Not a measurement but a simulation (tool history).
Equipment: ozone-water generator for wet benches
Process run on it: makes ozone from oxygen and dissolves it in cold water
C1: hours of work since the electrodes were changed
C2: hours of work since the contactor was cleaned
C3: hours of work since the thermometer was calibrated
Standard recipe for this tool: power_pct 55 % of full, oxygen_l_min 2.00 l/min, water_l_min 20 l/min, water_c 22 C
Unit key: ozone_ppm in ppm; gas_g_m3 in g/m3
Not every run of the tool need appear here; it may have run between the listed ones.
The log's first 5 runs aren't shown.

{"run": 6, "hour": 491.0, "power_pct": 97, "oxygen_l_min": 2.0, "water_l_min": 20, "water_c": 22, "C1": 3974, "C2": 2016, "C3": 287, "ozone_ppm": 9.1, "gas_g_m3": 196.6}
{"run": 7, "hour": 614.4, "power_pct": 55, "oxygen_l_min": 2.0, "water_l_min": 20, "water_c": 22, "C1": 4084, "C2": 2126, "C3": 397, "ozone_ppm": 6.5, "gas_g_m3": 143.7}
{"run": 8, "hour": 729.2, "power_pct": 55, "oxygen_l_min": 2.0, "water_l_min": 20, "water_c": 22, "C1": 4187, "C2": 2229, "C3": 500, "ozone_ppm": 6.7, "gas_g_m3": 142.7}
{"run": 9, "hour": 833.5, "power_pct": 55, "oxygen_l_min": 2.0, "water_l_min": 20, "water_c": 22, "C1": 4280, "C2": 2322, "C3": 593, "ozone_ppm": 6.6, "gas_g_m3": 139.4}
{"run": 10, "hour": 895.8, "power_pct": 55, "oxygen_l_min": 2.0, "water_l_min": 20, "water_c": 22, "C1": 4335, "C2": 2378, "C3": 649, "ozone_ppm": 6.5, "gas_g_m3": 141.0}
{"run": 11, "hour": 952.6, "power_pct": 55, "oxygen_l_min": 2.0, "water_l_min": 20, "water_c": 22, "C1": 4386, "C2": 2429, "C3": 700, "ozone_ppm": 6.5, "gas_g_m3": 140.5}
{"run": 12, "hour": 1015.2, "power_pct": 55, "oxygen_l_min": 2.0, "water_l_min": 20, "water_c": 22, "C1": 4442, "C2": 2485, "C3": 756, "ozone_ppm": 6.5, "gas_g_m3": 140.2}
{"run": 13, "hour": 1120.6, "power_pct": 55, "oxygen_l_min": 2.0, "water_l_min": 20, "water_c": 22, "C1": 4536, "C2": 2579, "C3": 850, "ozone_ppm": 6.4, "gas_g_m3": 139.1}
{"run": 14, "hour": 1195.3, "power_pct": 55, "oxygen_l_min": 2.0, "water_l_min": 20, "water_c": 22, "C1": 4603, "C2": 2646, "C3": 917, "ozone_ppm": 6.5, "gas_g_m3": 137.7}
{"run": 15, "hour": 1280.8, "power_pct": 55, "oxygen_l_min": 2.0, "water_l_min": 20, "water_c": 22, "C1": 4680, "C2": 2722, "C3": 993, "ozone_ppm": 6.4, "gas_g_m3": 137.4}
{"run": 16, "hour": 1383.5, "power_pct": 74, "oxygen_l_min": 2.22, "water_l_min": 20, "water_c": 28, "C1": 4772, "C2": 2814, "C3": 1085, "ozone_ppm": 7.0, "gas_g_m3": 149.6}
{"run": 17, "hour": 1472.5, "power_pct": 67, "oxygen_l_min": 2.64, "water_l_min": 31, "water_c": 16, "C1": 4851, "C2": 2894, "C3": 1164, "ozone_ppm": 5.0, "gas_g_m3": 126.9}
{"run": 18, "hour": 1575.6, "power_pct": 67, "oxygen_l_min": 2.64, "water_l_min": 31, "water_c": 16, "C1": 4943, "C2": 2986, "C3": 1257, "ozone_ppm": 5.1, "gas_g_m3": 125.0}
{"run": 19, "hour": 1653.6, "power_pct": 67, "oxygen_l_min": 1.16, "water_l_min": 31, "water_c": 16, "C1": 5013, "C2": 3056, "C3": 1326, "ozone_ppm": 3.9, "gas_g_m3": 214.8}
{"run": 20, "hour": 1737.9, "power_pct": 67, "oxygen_l_min": 2.29, "water_l_min": 17, "water_c": 16, "C1": 5088, "C2": 3131, "C3": 1402, "ozone_ppm": 8.6, "gas_g_m3": 137.3}
{"run": 21, "hour": 1832.8, "power_pct": 67, "oxygen_l_min": 2.29, "water_l_min": 17, "water_c": 16, "C1": 5173, "C2": 3216, "C3": 1487, "ozone_ppm": 8.5, "gas_g_m3": 133.8}
{"run": 22, "hour": 1923.0, "power_pct": 76, "oxygen_l_min": 1.15, "water_l_min": 15, "water_c": 23, "C1": 5254, "C2": 3296, "C3": 1567, "ozone_ppm": 9.0, "gas_g_m3": 228.5}
{"run": 23, "hour": 1980.5, "power_pct": 76, "oxygen_l_min": 1.15, "water_l_min": 15, "water_c": 23, "C1": 5305, "C2": 3348, "C3": 1619, "ozone_ppm": 8.9, "gas_g_m3": 226.9}
{"run": 24, "hour": 2090.9, "power_pct": 96, "oxygen_l_min": 2.0, "water_l_min": 28, "water_c": 26, "C1": 5404, "C2": 3447, "C3": 1717, "ozone_ppm": 5.6, "gas_g_m3": 175.1}
{"run": 25, "hour": 2156.4, "power_pct": 56, "oxygen_l_min": 2.0, "water_l_min": 24, "water_c": 14, "C1": 5463, "C2": 3505, "C3": 1776, "ozone_ppm": 5.3, "gas_g_m3": 132.7}
{"run": 26, "hour": 2271.2, "power_pct": 55, "oxygen_l_min": 2.0, "water_l_min": 20, "water_c": 15, "C1": 5565, "C2": 3608, "C3": 1879, "ozone_ppm": 6.1, "gas_g_m3": 131.6}
{"run": 27, "hour": 2346.2, "power_pct": 62, "oxygen_l_min": 2.0, "water_l_min": 20, "water_c": 15, "C1": 5632, "C2": 3675, "C3": 1946, "ozone_ppm": 6.7, "gas_g_m3": 139.6}
{"run": 28, "hour": 2409.0, "power_pct": 43, "oxygen_l_min": 1.88, "water_l_min": 20, "water_c": 18, "C1": 5688, "C2": 3731, "C3": 2002, "ozone_ppm": 5.3, "gas_g_m3": 120.0}
{"run": 29, "hour": 2488.2, "power_pct": 76, "oxygen_l_min": 1.88, "water_l_min": 24, "water_c": 19, "C1": 5759, "C2": 3802, "C3": 2073, "ozone_ppm": 5.9, "gas_g_m3": 158.1}
{"run": 30, "hour": 2616.4, "power_pct": 76, "oxygen_l_min": 1.88, "water_l_min": 24, "water_c": 19, "C1": 5874, "C2": 3916, "C3": 2187, "ozone_ppm": 5.7, "gas_g_m3": 157.2}

3 ways to go on from here, each from the tool as it stands after run 30. What would each give?
{"run": "A", "hour": 2680.5, "power_pct": 81, "oxygen_l_min": 1.88, "water_l_min": 23, "water_c": 20, "C1": 5931, "C2": 3974, "C3": 2244, "ozone_ppm": "?", "gas_g_m3": "?"}
{"run": "B", "hour": 2680.5, "power_pct": 48, "oxygen_l_min": 2.0, "water_l_min": 20, "water_c": 22, "C1": 5931, "C2": 3974, "C3": 2244, "ozone_ppm": "?", "gas_g_m3": "?"}
{"run": "C", "hour": 2680.5, "power_pct": 69, "oxygen_l_min": 2.0, "water_l_min": 20, "water_c": 22, "C1": 5931, "C2": 3974, "C3": 2244, "ozone_ppm": "?", "gas_g_m3": "?"}

run=A ozone_ppm=6.1 gas_g_m3=162.5
run=B ozone_ppm=5.5 gas_g_m3=121.2
run=C ozone_ppm=6.5 gas_g_m3=143.8
With no hidden state in the tool, these same runs would have given:
run=A ozone_ppm=9.5 gas_g_m3=229.5
run=B ozone_ppm=7.7 gas_g_m3=155.3
run=C ozone_ppm=9.8 gas_g_m3=196.7
